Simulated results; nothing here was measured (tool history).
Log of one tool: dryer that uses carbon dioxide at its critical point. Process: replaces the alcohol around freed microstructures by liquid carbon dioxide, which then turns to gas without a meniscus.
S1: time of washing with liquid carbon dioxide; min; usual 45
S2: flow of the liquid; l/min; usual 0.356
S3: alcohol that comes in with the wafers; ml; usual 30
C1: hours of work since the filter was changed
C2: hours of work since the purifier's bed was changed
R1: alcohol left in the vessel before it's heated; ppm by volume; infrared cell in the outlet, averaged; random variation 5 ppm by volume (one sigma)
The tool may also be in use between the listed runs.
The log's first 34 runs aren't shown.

| run | hour | S1 | S2 | S3 | C1 | C2 | R1 |
|---|---|---|---|---|---|---|---|
| 35 | 723.5 | 45 | 0.356 | 26 | 255 | 510 | 207 |
| 36 | 749.6 | 29 | 0.240 | 31 | 269 | 523 | 1526 |
| 37 | 773.1 | 45 | 0.544 | 30 | 282 | 536 | 204 |
| 38 | 795.1 | 41 | 0.341 | 105 | 293 | 547 | 542 |
| 39 | 821.2 | 70 | 0.486 | 30 | 307 | 561 | 209 |
| 40 | 851.4 | 45 | 0.356 | 33 | 323 | 577 | 250 |
| 41 | 863.9 | 45 | 0.236 | 65 | 329 | 584 | 1007 |
| 42 | 878.7 | 56 | 0.356 | 30 | 337 | 592 | 219 |
| 43 | 899.8 | 30 | 0.356 | 26 | 348 | 603 | 489 |
| 44 | 924.9 | 30 | 0.234 | 26 | 362 | 616 | 1328 |
| 45 | 943.9 | 59 | 0.386 | 30 | 372 | 626 | 219 |
| 46 | 968.9 | 29 | 0.356 | 42 | 385 | 639 | 748 |
| 47 | 981.1 | 55 | 0.356 | 30 | 391 | 646 | 244 |

Forecast each of these 3 alternatives for the next run:
| A | 1000.4 | 58 | 0.230 | 64 | 401 | 656 | ? |
| B | 1000.4 | 41 | 0.308 | 84 | 401 | 656 | ? |
| C | 1000.4 | 45 | 0.356 | 51 | 401 | 656 | ? |

| run | R1 |
|---|---|
| A | 555 |
| B | 698 |
| C | 302 |
Without the tool's hidden state the same runs would have given:
| run | R1 |
|---|---|
| A | 260 |
| B | 383 |
| C | 63 |
